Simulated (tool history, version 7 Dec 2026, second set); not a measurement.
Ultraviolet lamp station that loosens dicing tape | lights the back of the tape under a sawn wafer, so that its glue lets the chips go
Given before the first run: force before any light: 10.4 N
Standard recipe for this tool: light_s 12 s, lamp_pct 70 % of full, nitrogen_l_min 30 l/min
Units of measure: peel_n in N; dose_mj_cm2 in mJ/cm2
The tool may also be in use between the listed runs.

run    day  light_s  lamp_pct  nitrogen_l_min  peel_n  dose_mj_cm2
  1  0.000       12        70              30   2.325          149
  2  0.521       12        70              30   2.241          152
  3  0.904       12        70              30   2.292          151
  4  1.300       13        70              30   2.095          163
  5  1.762       13        70              30   2.177          164
  6  2.396       12        70              30   2.516          150
  7  2.842       12        70              30   2.455          146
  8  3.146       12        70              20   3.010          146
     3.196  -- window cleaned of glue's vapour
  9  3.708       12        70              20   3.108          143
 10  4.338       12        70              20   3.020          137

Run 11, settings as shown, results not yet in. Your forecast:
 11  4.642       12        70              20       ?            ?

Run 11 produced peel_n 3.128 N, dose_mj_cm2 138 mJ/cm2.
With the hidden condition absent and the run-to-run variation left alone, this run would have shown peel_n 1.861 N, dose_mj_cm2 201 mJ/cm2.
